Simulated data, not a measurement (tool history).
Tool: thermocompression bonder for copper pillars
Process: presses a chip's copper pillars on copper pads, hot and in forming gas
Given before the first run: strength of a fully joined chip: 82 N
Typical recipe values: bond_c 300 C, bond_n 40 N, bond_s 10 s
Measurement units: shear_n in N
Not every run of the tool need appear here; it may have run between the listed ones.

| run | day | bond_c | bond_n | bond_s | shear_n |
|---|---|---|---|---|---|
| 1 | 0.000 | 300 | 40 | 10 | 56.7 |
| 2 | 1.754 | 300 | 40 | 6 | 49.4 |
| 3 | 3.292 | 300 | 40 | 6 | 49.5 |
| 4 | 5.183 | 300 | 40 | 17 | 62.8 |
| 5 | 6.417 | 300 | 40 | 5 | 46.6 |
| 6 | 8.162 | 300 | 40 | 10 | 56.2 |
|  | 8.692 | forming gas filter changed |
| 7 | 9.425 | 300 | 40 | 10 | 60.8 |
| 8 | 11.362 | 300 | 40 | 19 | 68.7 |
| 9 | 13.108 | 300 | 40 | 10 | 60.4 |
| 10 | 14.954 | 300 | 40 | 10 | 60.6 |
| 11 | 16.979 | 300 | 40 | 10 | 60.4 |
| 12 | 19.225 | 300 | 40 | 10 | 60.4 |
| 13 | 21.096 | 300 | 40 | 10 | 60.2 |
|  | 21.300 | heater calibrated with a thermocouple chip |
| 14 | 22.546 | 300 | 40 | 10 | 56.3 |
| 15 | 24.771 | 308 | 40 | 10 | 59.7 |
| 16 | 27.104 | 308 | 40 | 10 | 59.1 |
| 17 | 28.592 | 308 | 29 | 10 | 53.5 |
| 18 | 30.408 | 308 | 29 | 10 | 53.7 |
| 19 | 32.054 | 289 | 40 | 10 | 51.8 |
| 20 | 33.329 | 289 | 40 | 10 | 51.8 |
|  | 34.504 | force cell calibrated |
| 21 | 34.658 | 289 | 40 | 7 | 45.3 |
| 22 | 35.771 | 326 | 31 | 7 | 55.0 |
|  | 38.000 | forming gas filter changed |
| 23 | 38.012 | 326 | 31 | 7 | 58.4 |
| 24 | 39.567 | 326 | 31 | 7 | 58.4 |
| 25 | 41.262 | 326 | 31 | 7 | 58.5 |
| 26 | 43.412 | 326 | 43 | 7 | 64.4 |
| 27 | 45.625 | 326 | 43 | 7 | 63.6 |
| 28 | 46.600 | 311 | 51 | 29 | 76.1 |
| 29 | 48.408 | 300 | 45 | 10 | 59.9 |
| 30 | 49.500 | 300 | 53 | 9 | 62.0 |
| 31 | 51.317 | 300 | 53 | 9 | 61.6 |
| 32 | 53.558 | 300 | 40 | 9 | 56.6 |
| 33 | 54.738 | 297 | 25 | 14 | 53.2 |
| 34 | 56.050 | 305 | 45 | 8 | 58.6 |
| 35 | 58.025 | 305 | 36 | 13 | 61.5 |
| 36 | 60.138 | 293 | 36 | 12 | 55.9 |
| 37 | 61.850 | 293 | 36 | 12 | 55.9 |
| 38 | 62.912 | 293 | 36 | 12 | 55.7 |
| 39 | 64.067 | 300 | 36 | 28 | 67.9 |
| 40 | 65.575 | 300 | 36 | 28 | 68.4 |

Run by run, hidden condition taken away, random variation retained:
The tool's hidden condition here consists of: true temperature of the bond over the reading, C; force that reaches the chip, % of what is set; oxide that the forming gas leaves, % of the face; drift of the gauge itself on shear_n, %.
| run | shear_n |
|---|---|
| 1 | 56.7 |
| 2 | 49.0 |
| 3 | 49.2 |
| 4 | 63.9 |
| 5 | 46.2 |
| 6 | 56.6 |
| 7 | 56.8 |
| 8 | 65.5 |
| 9 | 56.5 |
| 10 | 56.8 |
| 11 | 56.7 |
| 12 | 56.8 |
| 13 | 56.6 |
| 14 | 56.5 |
| 15 | 60.2 |
| 16 | 59.7 |
| 17 | 53.7 |
| 18 | 53.9 |
| 19 | 51.9 |
| 20 | 52.0 |
| 21 | 46.6 |
| 22 | 57.1 |
| 23 | 56.6 |
| 24 | 56.7 |
| 25 | 56.9 |
| 26 | 63.0 |
| 27 | 62.5 |
| 28 | 76.5 |
| 29 | 58.3 |
| 30 | 60.6 |
| 31 | 60.3 |
| 32 | 55.0 |
| 33 | 51.4 |
| 34 | 57.4 |
| 35 | 60.6 |
| 36 | 54.3 |
| 37 | 54.4 |
| 38 | 54.2 |
| 39 | 68.7 |
| 40 | 69.3 |
